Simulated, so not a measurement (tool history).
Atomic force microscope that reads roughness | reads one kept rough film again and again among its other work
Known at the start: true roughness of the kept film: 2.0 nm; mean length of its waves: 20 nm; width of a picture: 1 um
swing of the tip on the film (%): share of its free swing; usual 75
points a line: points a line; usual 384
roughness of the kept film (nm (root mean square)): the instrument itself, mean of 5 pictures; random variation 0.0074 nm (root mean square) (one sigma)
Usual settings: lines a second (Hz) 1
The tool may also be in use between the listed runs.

run,day,lines a second (Hz),swing of the tip on the film (%),points a line,roughness of the kept film (nm (root mean square))
1,0,1,75,384,1.33
2,1.217,1,81,384,1.23
3,2.662,1,81,384,1.163
4,3.433,1,81,384,1.128
5,4.446,1,81,384,1.09
6,5.092,1,75,384,1.089
7,5.688,1,75,384,1.063
8,6.938,1,75,384,1.442
9,8.383,1,75,384,1.348
10,9,1,75,384,1.324
11,9.867,1,75,384,1.263
12,10.479,1,75,384,1.242
13,11.688,1,75,384,1.178
14,13.129,1,75,384,1.109
15,13.85,1,75,384,1.098
16,14.921,1,75,384,1.518
17,16.083,1,77,384,1.417
18,17.175,1,77,384,1.361
19,18.288,1,77,384,1.291
20,19.283,1,77,384,1.223
21,20.312,1,77,384,1.183
22,21.396,3.35,64,269,1.066
23,22.767,1,63,981,1.141
24,23.433,1,63,981,1.113
25,24.288,1,75,618,1.483
26,25.012,2.02,83,937,1.284
27,26.375,2.02,83,937,1.222
28,27.75,0.96,75,378,1.27
29,28.583,0.59,75,403,1.276
30,29.192,0.59,75,403,1.247
31,29.783,0.59,90,336,1.163
32,30.854,0.54,75,384,1.167
33,32.096,1,83,438,1.054
34,33.408,0.59,76,594,1.505
35,34.496,2.95,75,384,1.239
36,35.4,0.69,76,427,1.352
37,36.204,1,75,347,1.272
38,37.554,1,75,347,1.215
39,38.446,0.52,75,384,1.206
40,39.529,0.52,68,384,1.179
41,40.517,0.52,68,384,1.14
42,41.204,0.93,59,384,1.123

Taken out of this log: 6 entries between the listed runs. Where each belongs, and how the hidden state differs across it:
Between runs 7 and 8: new tip fitted (day 5.917)
  radius of the tip, nm: 37.2 -> 14.1; height scale over the true one, %: -0.29 -> -0.3
  measured less the result without the state, roughness of the kept film (nm (root mean square)): -0.482 -> -0.103
Between runs 15 and 16: new tip fitted (day 14.742)
  radius of the tip, nm: 35 -> 10.7; height scale over the true one, %: -0.36 -> -0.37
  measured less the result without the state, roughness of the kept film (nm (root mean square)): -0.456 -> -0.023
Between runs 19 and 20: height scale calibrated on a step standard (day 18.4)
  radius of the tip, nm: 21.1 -> 24; height scale over the true one, %: -0.4 -> -0.68
  measured less the result without the state, roughness of the kept film (nm (root mean square)): -0.243 -> -0.295
Between runs 24 and 25: new tip fitted (day 23.654)
  radius of the tip, nm: 36.8 -> 12.4; height scale over the true one, %: -0.71 -> -0.72
  measured less the result without the state, roughness of the kept film (nm (root mean square)): -0.503 -> -0.07
Between runs 26 and 27: height scale calibrated on a step standard, once more (day 26.375)
  radius of the tip, nm: 14.6 -> 18.7; height scale over the true one, %: -0.73 -> 0.12
  measured less the result without the state, roughness of the kept film (nm (root mean square)): -0.107 -> -0.174
Between runs 33 and 34: new tip fitted (day 32.492)
  radius of the tip, nm: 35.8 -> 13.8; height scale over the true one, %: 0.07 -> 0.06
  measured less the result without the state, roughness of the kept film (nm (root mean square)): -0.449 -> -0.092

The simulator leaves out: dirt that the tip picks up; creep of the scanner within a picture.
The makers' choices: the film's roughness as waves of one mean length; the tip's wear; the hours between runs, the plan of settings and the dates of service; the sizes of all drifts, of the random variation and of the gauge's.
